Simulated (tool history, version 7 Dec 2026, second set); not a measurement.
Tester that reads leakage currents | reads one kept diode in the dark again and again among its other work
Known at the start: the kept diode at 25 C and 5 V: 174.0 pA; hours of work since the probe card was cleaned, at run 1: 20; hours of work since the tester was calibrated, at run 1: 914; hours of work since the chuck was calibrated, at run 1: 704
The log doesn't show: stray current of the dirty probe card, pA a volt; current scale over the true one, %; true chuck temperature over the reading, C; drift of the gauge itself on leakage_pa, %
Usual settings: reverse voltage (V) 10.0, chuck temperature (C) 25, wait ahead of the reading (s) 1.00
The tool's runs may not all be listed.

run	hour	reverse voltage (V)	chuck temperature (C)	wait ahead of the reading (s)	hours of work since the probe card was cleaned	hours of work since the tester was calibrated	hours of work since the chuck was calibrated	current that the tester gives (pA)
1	0.0	10.0	25	1.00	20	914	704	247.58
2	24.1	10.0	25	1.00	37	931	721	249.09
3	45.1	10.0	25	1.00	52	946	736	249.02
4	58.5	10.0	42	1.00	62	956	745	1019.97
5	78.0	10.0	42	1.00	76	970	759	1029.40
6	108.0	10.0	42	1.00	97	991	781	1023.45
7	124.6	10.0	42	1.00	109	1003	793	1031.58
8	146.1	10.0	42	1.00	125	1019	808	1029.39
9	172.4	10.0	42	1.00	143	1038	827	1026.38
10	203.3	10.0	42	1.00	165	1060	849	1032.32
11	234.4	10.0	42	1.00	188	1082	871	1036.59
12	260.8	10.0	25	1.00	207	1101	890	251.95
13	276.4	18.6	25	1.00	218	1112	902	333.05
14	303.5	18.6	25	1.00	237	1132	921	334.36
15	321.3	18.6	25	1.00	250	1144	934	334.89
16	347.3	18.6	25	1.00	269	1163	952	334.16
17	368.5	2.5	25	4.23	284	1178	968	136.01
18	396.1	9.4	30	4.23	304	1198	987	375.74
19	422.2	3.4	30	6.35	322	1217	1006	240.45
20	452.6	3.4	35	5.35	344	1238	1028	366.53
21	484.9	10.0	36	0.69	367	1262	1051	646.93
22	509.2	10.0	50	8.98	385	1279	1068	1928.64
23	527.7	5.1	50	8.98	398	1292	1082	1444.99
24	551.9	1.2	31	5.43	415	1310	1099	166.69

The next listed run, before its measurement:
25	583.7	2.5	20	3.04	438	1332	1122	?

{"run 25": {"current that the tester gives (pA)": 87.62}}
Without the tool's hidden state the same run would have given current that the tester gives (pA) 81.95.
